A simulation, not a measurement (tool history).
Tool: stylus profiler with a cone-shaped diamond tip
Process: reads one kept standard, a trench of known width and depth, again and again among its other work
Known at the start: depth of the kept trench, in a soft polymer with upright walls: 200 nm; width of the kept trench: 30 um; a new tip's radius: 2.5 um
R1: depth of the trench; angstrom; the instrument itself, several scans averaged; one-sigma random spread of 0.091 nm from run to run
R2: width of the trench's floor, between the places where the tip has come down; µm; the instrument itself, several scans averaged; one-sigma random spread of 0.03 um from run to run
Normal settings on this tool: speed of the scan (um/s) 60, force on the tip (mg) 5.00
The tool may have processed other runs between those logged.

{"run": 1, "hour": 0.0, "speed of the scan (um/s)": 60, "force on the tip (mg)": 5.0, "R1": 2017.6, "R2": 27.81}
{"run": 2, "hour": 22.6, "speed of the scan (um/s)": 60, "force on the tip (mg)": 5.0, "R1": 2015.5, "R2": 27.76}
{"run": 3, "hour": 35.4, "speed of the scan (um/s)": 60, "force on the tip (mg)": 2.38, "R1": 2010.2, "R2": 27.71}
{"run": 4, "hour": 48.2, "speed of the scan (um/s)": 60, "force on the tip (mg)": 2.38, "R1": 2009.7, "R2": 27.72}
{"run": 5, "hour": 61.0, "speed of the scan (um/s)": 60, "force on the tip (mg)": 2.38, "R1": 2010.3, "R2": 27.7}
{"run": 6, "hour": 81.3, "speed of the scan (um/s)": 60, "force on the tip (mg)": 4.85, "R1": 2016.6, "R2": 27.79}
{"run": 7, "hour": 94.0, "speed of the scan (um/s)": 60, "force on the tip (mg)": 4.85, "R1": 2016.4, "R2": 27.76}
{"run": 8, "hour": 113.9, "speed of the scan (um/s)": 60, "force on the tip (mg)": 4.85, "R1": 2015.6, "R2": 27.7}
{"run": 9, "hour": 135.0, "speed of the scan (um/s)": 33, "force on the tip (mg)": 4.85, "R1": 2016.1, "R2": 27.83}
{"run": 10, "hour": 152.0, "speed of the scan (um/s)": 33, "force on the tip (mg)": 4.85, "R1": 2015.1, "R2": 27.75}
{"run": 11, "hour": 176.5, "speed of the scan (um/s)": 33, "force on the tip (mg)": 4.85, "R1": 2016.2, "R2": 27.74}
{"run": 12, "hour": 193.4, "speed of the scan (um/s)": 26, "force on the tip (mg)": 5.0, "R1": 2015.9, "R2": 27.83}
{"run": 13, "hour": 216.8, "speed of the scan (um/s)": 60, "force on the tip (mg)": 6.07, "R1": 2016.9, "R2": 27.76}
{"run": 14, "hour": 233.5, "speed of the scan (um/s)": 60, "force on the tip (mg)": 6.07, "R1": 2018.7, "R2": 27.7}
{"run": 15, "hour": 253.0, "speed of the scan (um/s)": 60, "force on the tip (mg)": 6.07, "R1": 2020.2, "R2": 27.73}
{"run": 16, "hour": 277.7, "speed of the scan (um/s)": 60, "force on the tip (mg)": 6.07, "R1": 2019.0, "R2": 27.73}
{"run": 17, "hour": 303.4, "speed of the scan (um/s)": 60, "force on the tip (mg)": 6.07, "R1": 2016.9, "R2": 27.73}
{"run": 18, "hour": 324.5, "speed of the scan (um/s)": 60, "force on the tip (mg)": 6.07, "R1": 2017.4, "R2": 27.71}
{"run": 19, "hour": 348.7, "speed of the scan (um/s)": 51, "force on the tip (mg)": 3.08, "R1": 2011.6, "R2": 27.72}
{"run": 20, "hour": 362.0, "speed of the scan (um/s)": 51, "force on the tip (mg)": 3.08, "R1": 2009.0, "R2": 27.67}
{"run": 21, "hour": 378.0, "speed of the scan (um/s)": 154, "force on the tip (mg)": 6.29, "R1": 2017.5, "R2": 27.52}
{"run": 22, "hour": 399.2, "speed of the scan (um/s)": 37, "force on the tip (mg)": 3.99, "R1": 2012.7, "R2": 27.71}

What if the next run were any one of these 3? Each begins from the tool's condition after run 22:
{"run": "A", "hour": 425.0, "speed of the scan (um/s)": 236, "force on the tip (mg)": 6.25, "R1": "?", "R2": "?"}
{"run": "B", "hour": 425.0, "speed of the scan (um/s)": 201, "force on the tip (mg)": 14.53, "R1": "?", "R2": "?"}
{"run": "C", "hour": 425.0, "speed of the scan (um/s)": 60, "force on the tip (mg)": 6.56, "R1": "?", "R2": "?"}

run=A R1=2018.5 R2=27.38
run=B R1=2036.8 R2=27.59
run=C R1=2018.5 R2=27.68
Without the tool's unlogged condition, the same runs would have read:
run=A R1=2022.9 R2=27.63
run=B R1=2041.3 R2=27.83
run=C R1=2022.9 R2=27.93

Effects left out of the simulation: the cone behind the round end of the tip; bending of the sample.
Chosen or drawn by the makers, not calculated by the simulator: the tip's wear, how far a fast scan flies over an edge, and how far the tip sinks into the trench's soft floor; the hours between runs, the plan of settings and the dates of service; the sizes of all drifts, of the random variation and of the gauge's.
